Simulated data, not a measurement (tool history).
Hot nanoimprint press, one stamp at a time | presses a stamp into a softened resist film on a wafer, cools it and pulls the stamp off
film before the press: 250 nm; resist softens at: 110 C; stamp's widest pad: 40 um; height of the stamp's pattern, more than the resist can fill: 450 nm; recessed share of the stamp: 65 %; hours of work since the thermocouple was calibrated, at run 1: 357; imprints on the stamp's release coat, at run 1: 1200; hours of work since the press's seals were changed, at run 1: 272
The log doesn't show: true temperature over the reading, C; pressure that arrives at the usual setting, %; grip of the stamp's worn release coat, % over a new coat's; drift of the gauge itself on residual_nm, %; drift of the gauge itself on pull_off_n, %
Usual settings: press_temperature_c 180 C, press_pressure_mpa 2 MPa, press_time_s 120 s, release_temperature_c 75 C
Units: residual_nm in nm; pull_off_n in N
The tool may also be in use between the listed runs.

run,hour,press_temperature_c,press_pressure_mpa,press_time_s,release_temperature_c,hours of work since the thermocouple was calibrated,imprints on the stamp's release coat,hours of work since the press's seals were changed,residual_nm,pull_off_n
1,0,180,2,120,75,357,1200,272,140.9,237
2,49.7,175,2,120,75,393,1321,308,160.1,249
3,93.7,175,2,120,75,424,1428,340,159.8,248
4,152.9,175,2,120,75,467,1571,383,158.9,249
# hour 162.9: stamp cleaned and given a new release coat
# hour 192.9: plate thermocouple calibrated
5,246.3,175,2,120,75,39,195,444,162.2,196
6,331.2,175,2,120,75,100,402,505,162.5,205
7,375.9,175,2,120,75,132,510,537,161.1,212
8,434.5,178,2.25,240,81,174,653,580,113.8,184
9,514.3,178,2.25,240,81,232,847,637,114.2,191
10,601.7,178,2.25,240,81,295,1059,700,114.5,188
11,659.4,189,2.07,120,75,337,1199,742,111,235
12,711.4,189,2.07,120,75,374,1325,780,110.6,249
13,755.2,180,2,180,82,406,1432,811,126.2,208

Forecast each of these 3 alternatives for the next run:
# hour 825.3: stamp cleaned and given a new release coat
A,840.1,177,2,63,69,463,36,868,?,?
# hour 825.3: stamp cleaned and given a new release coat
B,840.1,180,2,227,79,463,36,868,?,?
# hour 825.3: stamp cleaned and given a new release coat
C,840.1,190,1.52,120,75,463,36,868,?,?

run,residual_nm,pull_off_n
A,180.1,212
B,116.6,171
C,126.7,186
Without the tool's hidden state the same runs would have given:
run,residual_nm,pull_off_n
A,180.6,216
B,116.9,175
C,127.2,190
